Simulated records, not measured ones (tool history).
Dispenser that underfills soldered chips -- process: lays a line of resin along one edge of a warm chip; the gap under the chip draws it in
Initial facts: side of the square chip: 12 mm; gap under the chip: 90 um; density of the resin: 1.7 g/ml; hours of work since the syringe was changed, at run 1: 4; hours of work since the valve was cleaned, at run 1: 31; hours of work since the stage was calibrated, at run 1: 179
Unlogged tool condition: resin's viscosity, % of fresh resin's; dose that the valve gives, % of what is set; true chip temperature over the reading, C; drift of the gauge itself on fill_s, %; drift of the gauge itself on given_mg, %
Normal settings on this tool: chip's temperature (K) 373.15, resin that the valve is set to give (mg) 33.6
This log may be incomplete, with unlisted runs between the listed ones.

run	day	chip's temperature (K)	resin that the valve is set to give (mg)	hours of work since the syringe was changed	hours of work since the valve was cleaned	hours of work since the stage was calibrated	time until the resin shows at the far edge (s)	resin that the valve gave (mg)
1	0.000	373.15	33.6	4	31	179	75.6	33.44
# day 0.167: new syringe of resin
2	0.167	373.15	33.6	0	34	181	63.5	33.35
3	0.279	373.15	39.6	2	36	183	70.5	39.28
4	0.529	373.15	33.6	6	40	188	85.6	33.15
# day 0.562: new syringe of resin
5	0.738	373.15	33.6	3	44	191	74.8	33.21
# day 0.962: new syringe of resin
6	0.975	373.15	33.6	0	48	195	65.5	33.15
7	1.179	370.15	33.6	4	51	199	86.6	33.13
8	1.338	370.15	33.6	7	54	202	101.0	33.08
# day 1.367: new syringe of resin
9	1.517	370.15	33.6	3	57	205	81.1	33.10
10	1.679	370.15	33.6	6	60	208	93.0	33.05
# day 1.775: new syringe of resin
11	1.846	373.15	36.9	1	63	210	67.0	36.31
12	2.008	373.15	36.9	4	66	213	76.2	36.23
# day 2.188: new syringe of resin
13	2.275	373.15	32.2	2	70	218	68.5	31.58
14	2.479	369.15	38.3	5	74	221	94.3	37.47
# day 2.592: new syringe of resin
15	2.717	365.15	36.3	2	78	225	98.4	35.46
16	2.942	368.15	29.9	6	82	229	109.4	29.24
# day 3.004: new syringe of resin
17	3.192	368.15	29.9	3	86	234	95.0	29.10
18	3.354	368.15	29.9	6	89	237	107.1	29.07
# day 3.400: new syringe of resin
19	3.479	363.15	35.9	1	91	239	104.0	34.89

What if the next run were any one of these 5? Each begins from the tool's condition after run 19:
# day 3.571: dispensing valve cleaned and set on the balance
A	3.662	358.15	30.5	4	2	241	?	?
# day 3.571: dispensing valve cleaned and set on the balance
B	3.662	384.15	37.8	4	2	241	?	?
# day 3.571: dispensing valve cleaned and set on the balance
C	3.662	377.15	36.9	4	2	241	?	?
# day 3.571: dispensing valve cleaned and set on the balance
D	3.662	376.15	38.2	4	2	241	?	?
# day 3.571: dispensing valve cleaned and set on the balance
E	3.662	363.15	40.5	4	2	241	?	?

run	time until the resin shows at the far edge (s)	resin that the valve gave (mg)
A	154.1	30.60
B	45.5	37.92
C	61.9	36.97
D	64.4	38.28
E	115.8	40.57
Had the tool no hidden state, the same runs would have come out as:
run	time until the resin shows at the far edge (s)	resin that the valve gave (mg)
A	138.3	30.54
B	40.5	37.84
C	55.2	36.89
D	57.5	38.20
E	103.8	40.49

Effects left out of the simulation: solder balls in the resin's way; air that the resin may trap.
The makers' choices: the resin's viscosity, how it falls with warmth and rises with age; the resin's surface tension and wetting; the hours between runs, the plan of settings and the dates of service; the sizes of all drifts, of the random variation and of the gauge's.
